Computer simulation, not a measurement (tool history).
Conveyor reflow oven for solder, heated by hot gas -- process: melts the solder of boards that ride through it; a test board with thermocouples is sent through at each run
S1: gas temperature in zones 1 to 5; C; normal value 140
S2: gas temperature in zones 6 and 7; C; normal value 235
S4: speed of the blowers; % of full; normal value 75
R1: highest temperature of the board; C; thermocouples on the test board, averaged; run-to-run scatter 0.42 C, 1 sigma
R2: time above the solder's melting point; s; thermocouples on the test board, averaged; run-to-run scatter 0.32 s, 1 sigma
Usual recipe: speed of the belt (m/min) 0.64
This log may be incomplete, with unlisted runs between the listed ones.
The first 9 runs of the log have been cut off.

run 10 hour=168.3 | S1=140 S2=235 speed_of_the_belt_(m/min)=0.605 S4=75 | R1=218.1 R2=54
run 11 hour=188.5 | S1=140 S2=235 speed_of_the_belt_(m/min)=0.605 S4=75 | R1=217 R2=54.1
run 12 hour=206.7 | S1=140 S2=235 speed_of_the_belt_(m/min)=0.605 S4=75 | R1=217.6 R2=53.9
run 13 hour=237.8 | S1=140 S2=235 speed_of_the_belt_(m/min)=0.64 S4=75 | R1=215.3 R2=48.9
run 14 hour=266.4 | S1=140 S2=235 speed_of_the_belt_(m/min)=0.64 S4=75 | R1=215.1 R2=48.8
run 15 hour=293.3 | S1=140 S2=235 speed_of_the_belt_(m/min)=0.64 S4=62 | R1=211 R2=44.1
-- hour=312.9 belt drive overhauled, speed set with a stopwatch
run 16 hour=317.5 | S1=140 S2=249 speed_of_the_belt_(m/min)=0.619 S4=75 | R1=227.3 R2=56.8
run 17 hour=338.4 | S1=145 S2=247 speed_of_the_belt_(m/min)=0.586 S4=61 | R1=222.6 R2=59.6
-- hour=346 flux residue cleaned out of gas plates and filters
run 18 hour=358.4 | S1=129 S2=238 speed_of_the_belt_(m/min)=0.576 S4=55 | R1=208.8 R2=43.5
run 19 hour=389.2 | S1=129 S2=238 speed_of_the_belt_(m/min)=0.576 S4=55 | R1=209.8 R2=43.7
run 20 hour=407.2 | S1=125 S2=224 speed_of_the_belt_(m/min)=0.64 S4=75 | R1=200.1 R2=29.5
-- hour=431.9 flux residue cleaned out of gas plates and filters, once more
run 21 hour=433.1 | S1=128 S2=235 speed_of_the_belt_(m/min)=0.64 S4=75 | R1=214.7 R2=44.9

Run 22 is up next; what results do you expect?
run 22 hour=451.4 | S1=128 S2=249 speed_of_the_belt_(m/min)=0.64 S4=75 | R1=? R2=?

{"run 22": {"R1": 226.6, "R2": 51.8}}
Minus the tool's unlogged condition, the same run would have read R1 228.7 C, R2 52.8 s.

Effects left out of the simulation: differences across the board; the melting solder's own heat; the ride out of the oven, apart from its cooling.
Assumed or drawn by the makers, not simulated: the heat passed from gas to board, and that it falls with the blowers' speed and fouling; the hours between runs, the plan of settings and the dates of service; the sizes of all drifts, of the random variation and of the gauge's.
